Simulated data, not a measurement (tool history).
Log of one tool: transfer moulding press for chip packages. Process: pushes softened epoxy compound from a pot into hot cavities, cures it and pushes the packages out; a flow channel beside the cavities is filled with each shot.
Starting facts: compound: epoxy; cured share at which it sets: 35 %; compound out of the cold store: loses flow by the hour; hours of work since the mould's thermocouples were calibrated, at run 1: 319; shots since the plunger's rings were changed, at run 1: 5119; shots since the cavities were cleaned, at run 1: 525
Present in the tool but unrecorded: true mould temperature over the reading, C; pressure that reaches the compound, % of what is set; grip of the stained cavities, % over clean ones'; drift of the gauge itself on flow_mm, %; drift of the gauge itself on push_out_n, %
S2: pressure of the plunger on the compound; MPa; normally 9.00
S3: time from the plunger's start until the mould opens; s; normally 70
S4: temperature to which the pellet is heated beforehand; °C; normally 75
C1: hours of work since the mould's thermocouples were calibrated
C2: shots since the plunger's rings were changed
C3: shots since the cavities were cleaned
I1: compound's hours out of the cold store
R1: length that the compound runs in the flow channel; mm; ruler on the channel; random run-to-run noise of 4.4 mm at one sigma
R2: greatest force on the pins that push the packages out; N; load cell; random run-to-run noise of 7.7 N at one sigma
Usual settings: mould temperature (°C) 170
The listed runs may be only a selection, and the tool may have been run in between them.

Run 1, day 0.000: usual settings; C1 319; C2 5119; C3 525; I1 28.6. Result: R1 820 mm, R2 460 N.
Run 2, day 0.621: usual settings; C1 325; C2 5274; C3 680; I1 15.2. Result: R1 873 mm, R2 513 N.
Run 3, day 1.242: usual settings; C1 331; C2 5430; C3 836; I1 30.7. Result: R1 794 mm, R2 489 N.
Run 4, day 1.696: usual settings but mould temperature (°C) 164; C1 336; C2 5544; C3 950; I1 15.7. Result: R1 868 mm, R2 823 N.
At day 2.483: cavities cleaned with cleaning compound and waxed.
Run 5, day 2.483: usual settings but S2 9.62 MPa; C1 343; C2 5724; C3 0; I1 15.2. Result: R1 896 mm, R2 386 N.
Run 6, day 2.904: usual settings but S2 9.18 MPa; C1 347; C2 5830; C3 106; I1 35.2. Result: R1 783 mm, R2 384 N.
Run 7, day 3.700: usual settings but S2 9.18 MPa; C1 355; C2 6028; C3 304; I1 31.2. Result: R1 799 mm, R2 426 N.
At day 4.338: plunger's sealing rings changed.
Run 8, day 4.496: usual settings but mould temperature (°C) 172, S2 9.18 MPa; C1 362; C2 40; C3 478; I1 47.2. Result: R1 804 mm, R2 410 N.
Run 9, day 5.117: usual settings; C1 368; C2 194; C3 632; I1 17.5. Result: R1 935 mm, R2 499 N.
At day 5.275: mould's thermocouples calibrated.
Run 10, day 5.662: usual settings; C1 4; C2 310; C3 748; I1 41.6. Result: R1 819 mm, R2 486 N.
Run 11, day 6.104: usual settings; C1 8; C2 421; C3 859; I1 38.3. Result: R1 835 mm, R2 483 N.

Expected results for the next run?
Run 12, day 6.429: usual settings but mould temperature (°C) 168; C1 12; C2 502; C3 940; I1 32.5. Result: R1 ?, R2 ?.

R1: 861 mm
R2: 542 N
Were there no unlogged condition in the tool, this run, its random variation unchanged, would have produced R1 872 mm, R2 412 N.

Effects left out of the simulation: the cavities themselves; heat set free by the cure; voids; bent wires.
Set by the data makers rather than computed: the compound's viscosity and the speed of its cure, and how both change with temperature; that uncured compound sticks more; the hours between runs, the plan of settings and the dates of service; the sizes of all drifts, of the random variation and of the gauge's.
